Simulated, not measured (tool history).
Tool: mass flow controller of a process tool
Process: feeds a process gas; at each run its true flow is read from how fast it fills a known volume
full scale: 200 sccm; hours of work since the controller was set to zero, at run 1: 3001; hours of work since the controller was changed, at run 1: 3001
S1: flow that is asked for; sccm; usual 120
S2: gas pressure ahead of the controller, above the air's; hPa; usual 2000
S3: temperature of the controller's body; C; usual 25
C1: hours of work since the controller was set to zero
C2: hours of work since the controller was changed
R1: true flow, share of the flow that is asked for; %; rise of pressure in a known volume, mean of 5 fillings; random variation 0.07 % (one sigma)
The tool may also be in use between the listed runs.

run      day   S1    S2  S3    C1    C2     R1
  1    0.000  120  2000  25  3001  3001  95.69
  2    2.558  120  2000  25  3027  3027  95.57
  3    5.188  120  2000  25  3054  3054  95.63
  4    9.858  120  2000  25  3102  3102  95.52
  5   15.875  120  2000  25  3163  3163  95.44
  6   21.683  120  1710  25  3222  3222  95.16
  7   27.625  120  2000  30  3283  3283  95.78
  8   30.179  120  2000  30  3309  3309  95.84
  9   35.688  120  2000  23  3365  3365  95.12
 10   41.325  120  2000  23  3422  3422  95.02
 11   45.067  120  2000  23  3460  3460  95.00
 12   49.725  120  2000  23  3508  3508  94.94
 13   54.075  120  2000  23  3552  3552  95.00
 14   59.483  120  1580  23  3607  3607  94.48
 15   63.367  120  1580  23  3647  3647  94.37
 16   66.879  120  1580  23  3683  3683  94.40
 17   71.896  120  1580  23  3734  3734  94.36
 18   74.904  120  1960  25  3764  3764  94.84
 19   79.692  120  1960  25  3813  3813  94.71
 20   82.488  120  2000  25  3842  3842  94.66
 21   85.508  120  2000  25  3873  3873  94.72
 22   89.288  120  2000  25  3911  3911  94.73
 23   93.125  120  2000  25  3950  3950  94.63
 24   96.508  120  2000  25  3985  3985  94.54
 25  101.321  120  2000  25  4034  4034  94.61
 26  104.404  120  2000  25  4065  4065  94.48
 27  107.917  115  2000  25  4101  4101  94.38
 28  114.004   32  2070  25  4163  4163  90.23
 29  118.550  144  2600  26  4209  4209  95.46
 30  123.775   28  2360  26  4262  4262  89.70
 31  130.004  156  1440  35  4326  4326  95.65
 32  136.208  183  1600  39  4389  4389  96.72
 33  138.975   84  1760  34  4417  4417  93.77
 34  143.425   28  2000  25  4463  4463  89.00
 35  147.808   28  1540  31  4507  4507  89.24
 36  153.050  120  2060  24  4561  4561  93.82
 37  158.558  120  2060  24  4617  4617  93.77
 38  163.038  120  2060  24  4662  4662  93.76
 39  167.042  120  2060  24  4703  4703  93.80
 40  173.154  120  2000  36  4765  4765  94.86
 41  176.525  105  2760  25  4800  4800  93.80
 42  179.354  120  2250  37  4829  4829  94.97
 43  185.388  120  2250  35  4890  4890  94.69
 44  190.592  120  2000  20  4943  4943  93.03
 45  196.329   26  1420  31  5002  5002  87.78
 46  200.208   24  2180  34  5041  5041  87.99
 47  204.500   36  2180  34  5085  5085  90.07

Forecast each of these 3 alternatives for the next run:
  A  208.862  30  2080  24  5129  5129   ?
  B  208.862  23  2780  25  5129  5129   ?
  C  208.862  43  1810  24  5129  5129   ?

run     R1
  A  88.20
  B  87.15
  C  89.53
Without the tool's hidden state the same runs would have given:
run     R1
  A  97.17
  B  97.59
  C  97.01
